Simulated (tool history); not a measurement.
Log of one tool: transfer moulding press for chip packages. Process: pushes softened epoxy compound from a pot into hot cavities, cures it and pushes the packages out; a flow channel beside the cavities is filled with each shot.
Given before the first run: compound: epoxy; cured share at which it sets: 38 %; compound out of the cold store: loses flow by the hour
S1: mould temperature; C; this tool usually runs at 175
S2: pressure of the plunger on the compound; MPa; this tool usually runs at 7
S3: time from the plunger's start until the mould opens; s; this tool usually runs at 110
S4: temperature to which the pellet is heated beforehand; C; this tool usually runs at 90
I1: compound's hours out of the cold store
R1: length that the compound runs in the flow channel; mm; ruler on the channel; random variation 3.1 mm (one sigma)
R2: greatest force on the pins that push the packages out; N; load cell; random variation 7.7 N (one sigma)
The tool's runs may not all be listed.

run,day,S1,S2,S3,S4,I1,R1,R2
1,0,175,7,110,90,33.8,600,424
# day 2.596: cavities cleaned with cleaning compound and waxed
# day 3.05: plunger's sealing rings changed
2,3.483,175,7,110,90,20.2,667,431
3,5.608,175,7,110,90,15,680,607
# day 6.167: cavities cleaned with cleaning compound and waxed
# day 8.671: mould's thermocouples calibrated
4,9.138,175,7,110,90,11.8,687,561
# day 9.592: cavities cleaned with cleaning compound and waxed
5,11.883,175,7,110,90,36,601,535
# day 13.004: cavities cleaned with cleaning compound and waxed
6,13.675,175,7,110,90,31.4,614,411
# day 16.471: cavities cleaned with cleaning compound and waxed
7,17.262,175,7,110,90,35.2,596,426
# day 19.671: plunger's sealing rings changed
8,19.671,175,7,110,90,21.6,669,552
# day 19.9: cavities cleaned with cleaning compound and waxed
9,22.133,175,7,110,90,17.8,661,539
# day 23.179: cavities cleaned with cleaning compound and waxed
10,24.821,175,7,110,90,26.4,636,498
# day 26.433: cavities cleaned with cleaning compound and waxed
11,27.979,171,7,110,90,11.8,686,597
# day 29.738: cavities cleaned with cleaning compound and waxed
12,30.262,171,7,110,90,19.7,657,469
13,32.421,175,7,110,90,21.2,635,554
# day 32.954: cavities cleaned with cleaning compound and waxed
# day 33.342: mould's thermocouples calibrated
14,35.912,176,6.1,145,100,16.8,596,537
# day 36.283: plunger's sealing rings changed
# day 36.633: cavities cleaned with cleaning compound and waxed
15,38.112,172,8.72,110,90,12.2,778,551
# day 39.921: cavities cleaned with cleaning compound and waxed
16,40.8,167,6.59,110,90,21.1,653,678
17,42.8,171,6.6,102,86,24.2,633,733
# day 43.354: cavities cleaned with cleaning compound and waxed
18,45.917,171,6.6,102,86,13.6,657,777
# day 46.596: cavities cleaned with cleaning compound and waxed
19,49.079,180,8.14,127,99,15.9,696,506
# day 49.871: cavities cleaned with cleaning compound and waxed
20,50.892,174,7.45,105,90,21.4,656,515
# day 52.938: plunger's sealing rings changed
# day 53.262: cavities cleaned with cleaning compound and waxed
21,53.371,174,7.45,105,90,8.9,728,412
22,55.479,174,7.45,105,99,13.3,709,589
# day 56.762: cavities cleaned with cleaning compound and waxed
23,57.3,174,7.45,105,99,22.3,670,474
# day 58.112: mould's thermocouples calibrated
24,59.279,170,7.45,106,100,30.7,653,648
# day 60.267: cavities cleaned with cleaning compound and waxed
25,62.067,175,7,100,95,36.8,598,565

Forecast each of these 5 alternatives for the next run:
# day 63.5: cavities cleaned with cleaning compound and waxed
A,65.025,169,5.51,110,94,47.9,?,?
# day 63.5: cavities cleaned with cleaning compound and waxed
B,65.025,175,8.02,100,95,23.3,?,?
# day 63.5: cavities cleaned with cleaning compound and waxed
C,65.025,175,6.32,110,96,47.5,?,?
# day 63.5: cavities cleaned with cleaning compound and waxed
D,65.025,182,6.94,97,95,27.6,?,?
# day 63.5: cavities cleaned with cleaning compound and waxed
E,65.025,175,7.22,100,83,24.3,?,?

run,R1,R2
A,509,611
B,676,530
C,534,482
D,597,456
E,641,557
Without the tool's hidden state the same runs would have given:
run,R1,R2
A,528,406
B,701,355
C,554,324
D,619,307
E,665,371

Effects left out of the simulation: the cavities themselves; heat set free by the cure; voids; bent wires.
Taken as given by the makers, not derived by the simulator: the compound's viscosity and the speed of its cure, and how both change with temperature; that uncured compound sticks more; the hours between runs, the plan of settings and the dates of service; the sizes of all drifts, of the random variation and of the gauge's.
